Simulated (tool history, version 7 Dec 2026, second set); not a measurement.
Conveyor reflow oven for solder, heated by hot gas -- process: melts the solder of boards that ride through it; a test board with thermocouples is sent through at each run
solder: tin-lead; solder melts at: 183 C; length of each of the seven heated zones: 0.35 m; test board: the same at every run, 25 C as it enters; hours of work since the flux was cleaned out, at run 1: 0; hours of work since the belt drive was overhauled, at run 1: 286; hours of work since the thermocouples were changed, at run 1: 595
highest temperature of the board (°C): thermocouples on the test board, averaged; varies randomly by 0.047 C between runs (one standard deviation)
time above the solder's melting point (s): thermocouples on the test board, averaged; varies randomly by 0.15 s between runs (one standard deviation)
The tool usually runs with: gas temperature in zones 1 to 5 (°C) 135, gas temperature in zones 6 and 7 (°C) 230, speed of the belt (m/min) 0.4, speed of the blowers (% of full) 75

| run | day | gas temperature in zones 1 to 5 (°C) | gas temperature in zones 6 and 7 (°C) | speed of the belt (m/min) | speed of the blowers (% of full) | hours of work since the flux was cleaned out | hours of work since the belt drive was overhauled | hours of work since the thermocouples were changed | highest temperature of the board (°C) | time above the solder's melting point (s) |
|---|---|---|---|---|---|---|---|---|---|---|
| 1 | 0 | 135 | 230 | 0.4 | 75 | 0 | 286 | 595 | 217.65 | 79.2 |
| 2 | 0.529 | 135 | 230 | 0.4 | 75 | 5 | 291 | 601 | 217.65 | 79 |
| 3 | 1.3 | 135 | 230 | 0.4 | 68 | 13 | 299 | 608 | 216.18 | 77.3 |
| 4 | 2.117 | 135 | 230 | 0.459 | 68 | 21 | 307 | 616 | 211.99 | 61.5 |
|  | 2.517 | thermocouples of zones 6 and 7 changed |
| 5 | 2.95 | 132 | 230 | 0.4 | 75 | 28 | 314 | 4 | 216.26 | 76.6 |
| 6 | 3.675 | 132 | 230 | 0.4 | 75 | 35 | 321 | 11 | 216.24 | 76.6 |
| 7 | 4.208 | 132 | 230 | 0.4 | 75 | 40 | 326 | 17 | 216.3 | 76.6 |
| 8 | 4.675 | 132 | 230 | 0.4 | 75 | 45 | 331 | 21 | 216.3 | 76.3 |
| 9 | 5.225 | 132 | 230 | 0.4 | 75 | 50 | 336 | 27 | 216.26 | 76.5 |
| 10 | 6.129 | 132 | 230 | 0.4 | 75 | 59 | 345 | 35 | 216.26 | 76.6 |
| 11 | 6.567 | 132 | 230 | 0.4 | 75 | 64 | 349 | 40 | 216.2 | 76.2 |
| 12 | 7.171 | 135 | 230 | 0.4 | 77 | 69 | 355 | 46 | 217.1 | 78.5 |
| 13 | 7.912 | 122 | 230 | 0.4 | 77 | 77 | 363 | 53 | 215.17 | 71.4 |
| 14 | 8.558 | 122 | 230 | 0.4 | 77 | 83 | 369 | 59 | 215.16 | 71.3 |
| 15 | 9.117 | 141 | 230 | 0.4 | 77 | 89 | 374 | 65 | 217.76 | 82 |
| 16 | 9.704 | 135 | 230 | 0.33 | 75 | 94 | 380 | 70 | 221.35 | 102.3 |
| 17 | 10.212 | 135 | 230 | 0.33 | 75 | 99 | 385 | 75 | 221.32 | 102.4 |
| 18 | 10.675 | 146 | 230 | 0.469 | 58 | 104 | 390 | 80 | 209.95 | 61.8 |
| 19 | 11.058 | 121 | 223 | 0.4 | 75 | 108 | 393 | 84 | 208.2 | 62.3 |
| 20 | 11.546 | 121 | 223 | 0.4 | 75 | 112 | 398 | 88 | 208.28 | 62.7 |
| 21 | 12.233 | 121 | 223 | 0.4 | 75 | 119 | 405 | 95 | 208.31 | 62.3 |
| 22 | 13 | 121 | 223 | 0.4 | 75 | 127 | 413 | 103 | 208.23 | 62.5 |
| 23 | 13.504 | 135 | 230 | 0.434 | 89 | 132 | 417 | 108 | 216.59 | 72.4 |
| 24 | 14.392 | 135 | 230 | 0.434 | 89 | 140 | 426 | 116 | 216.54 | 71.9 |
| 25 | 15.175 | 135 | 230 | 0.434 | 89 | 148 | 434 | 124 | 216.53 | 72.2 |
| 26 | 15.8 | 135 | 222 | 0.434 | 63 | 154 | 440 | 130 | 204.69 | 56.1 |
| 27 | 16.742 | 127 | 232 | 0.434 | 63 | 163 | 449 | 139 | 211.41 | 61.5 |
| 28 | 17.225 | 132 | 227 | 0.4 | 75 | 168 | 454 | 144 | 213.24 | 73.3 |
| 29 | 17.788 | 132 | 227 | 0.4 | 75 | 173 | 459 | 150 | 213.3 | 73.1 |
|  | 18.538 | flux residue cleaned out of gas plates and filters |
| 30 | 18.85 | 132 | 227 | 0.4 | 75 | 3 | 468 | 158 | 214.11 | 74.5 |
| 31 | 19.462 | 133 | 236 | 0.346 | 71 | 9 | 474 | 164 | 225.6 | 99.9 |

Branching from run 31: 4 alternative next runs. What would each branch give?
| A | 20.217 | 135 | 230 | 0.385 | 56 | 16 | 481 | 171 | ? | ? |
| B | 20.217 | 133 | 243 | 0.391 | 80 | 16 | 481 | 171 | ? | ? |
| C | 20.217 | 122 | 236 | 0.447 | 69 | 16 | 481 | 171 | ? | ? |
| D | 20.217 | 133 | 237 | 0.393 | 71 | 16 | 481 | 171 | ? | ? |

| run | highest temperature of the board (°C) | time above the solder's melting point (s) |
|---|---|---|
| A | 214.21 | 77.5 |
| B | 230.3 | 91.6 |
| C | 215.36 | 62.5 |
| D | 223 | 84.9 |
What these runs would have given with no unlogged condition in the tool:
| run | highest temperature of the board (°C) | time above the solder's melting point (s) |
|---|---|---|
| A | 214.08 | 76.6 |
| B | 230.24 | 90.7 |
| C | 215.28 | 61.8 |
| D | 222.91 | 84 |
